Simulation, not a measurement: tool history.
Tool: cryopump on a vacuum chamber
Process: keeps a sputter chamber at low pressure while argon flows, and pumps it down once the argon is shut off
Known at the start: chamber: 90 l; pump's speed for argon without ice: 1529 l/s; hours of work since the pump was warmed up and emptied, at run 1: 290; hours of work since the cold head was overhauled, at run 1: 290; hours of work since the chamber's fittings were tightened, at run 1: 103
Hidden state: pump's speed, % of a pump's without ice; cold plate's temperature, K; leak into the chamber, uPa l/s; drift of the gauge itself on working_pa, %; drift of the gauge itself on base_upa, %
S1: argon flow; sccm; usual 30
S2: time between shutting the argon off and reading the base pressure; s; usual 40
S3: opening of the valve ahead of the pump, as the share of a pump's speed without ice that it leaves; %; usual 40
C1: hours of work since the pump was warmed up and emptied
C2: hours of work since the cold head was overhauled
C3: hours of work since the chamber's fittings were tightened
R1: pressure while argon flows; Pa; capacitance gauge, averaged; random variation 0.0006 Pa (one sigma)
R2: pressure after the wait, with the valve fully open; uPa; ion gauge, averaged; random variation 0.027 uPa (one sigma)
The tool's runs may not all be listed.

Run 1, hour 0: usual settings; C1 290; C2 290; C3 103. Result: R1 0.0901 Pa, R2 1.34 uPa.
Run 2, hour 66.1: usual settings; C1 324; C2 324; C3 137. Result: R1 0.0905 Pa, R2 1.43 uPa.
Run 3, hour 105.4: usual settings; C1 344; C2 344; C3 158. Result: R1 0.0922 Pa, R2 1.51 uPa.
Run 4, hour 136.5: usual settings but S1 52 sccm; C1 360; C2 360; C3 174. Result: R1 0.162 Pa, R2 1.43 uPa.
Run 5, hour 181.8: usual settings but S1 52 sccm; C1 383; C2 383; C3 197. Result: R1 0.1618 Pa, R2 1.52 uPa.
Run 6, hour 220.5: usual settings but S1 52 sccm; C1 403; C2 403; C3 217. Result: R1 0.1641 Pa, R2 1.51 uPa.
Run 7, hour 281: usual settings but S1 28 sccm; C1 434; C2 434; C3 248. Result: R1 0.0888 Pa, R2 1.52 uPa.
Run 8, hour 310.3: usual settings but S2 148 s; C1 449; C2 449; C3 263. Result: R1 0.0966 Pa, R2 0.8 uPa.
Run 9, hour 364.6: usual settings; C1 477; C2 477; C3 291. Result: R1 0.0974 Pa, R2 1.54 uPa.
Run 10, hour 412.1: usual settings; C1 501; C2 501; C3 315. Result: R1 0.0972 Pa, R2 1.6 uPa.
Run 11, hour 440.3: usual settings; C1 516; C2 516; C3 330. Result: R1 0.0978 Pa, R2 1.59 uPa.
At hour 451.8: pump warmed up, emptied and cooled again.
Run 12, hour 481.9: usual settings; C1 15; C2 534; C3 348. Result: R1 0.0829 Pa, R2 1.44 uPa.
Run 13, hour 538.4: usual settings; C1 45; C2 564; C3 377. Result: R1 0.0837 Pa, R2 1.47 uPa.
Run 14, hour 584: usual settings; C1 68; C2 587; C3 401. Result: R1 0.0853 Pa, R2 1.46 uPa.
Run 15, hour 627: usual settings; C1 90; C2 609; C3 423. Result: R1 0.0853 Pa, R2 1.54 uPa.
Run 16, hour 685.2: usual settings but S1 13 sccm, S2 265 s, S3 21 %; C1 120; C2 639; C3 453. Result: R1 0.0692 Pa, R2 0.65 uPa.
Run 17, hour 727.7: usual settings but S1 36 sccm, S2 265 s, S3 55 %; C1 142; C2 661; C3 475. Result: R1 0.0758 Pa, R2 0.63 uPa.
Run 18, hour 782.7: usual settings but S1 27 sccm, S3 30 %; C1 170; C2 689; C3 503. Result: R1 0.1028 Pa, R2 1.57 uPa.
Run 19, hour 837.4: usual settings but S1 28 sccm, S3 22 %; C1 198; C2 717; C3 531. Result: R1 0.1449 Pa, R2 1.54 uPa.

The next listed run, before its measurement:
Run 20, hour 882.5: usual settings but S1 27 sccm, S3 24 %; C1 221; C2 740; C3 554. Result: R1 ?, R2 ?.

R1: 0.1295 Pa
R2: 1.61 uPa
Without the tool's hidden state the same run would have given R1 0.1241 Pa, R2 1.26 uPa.

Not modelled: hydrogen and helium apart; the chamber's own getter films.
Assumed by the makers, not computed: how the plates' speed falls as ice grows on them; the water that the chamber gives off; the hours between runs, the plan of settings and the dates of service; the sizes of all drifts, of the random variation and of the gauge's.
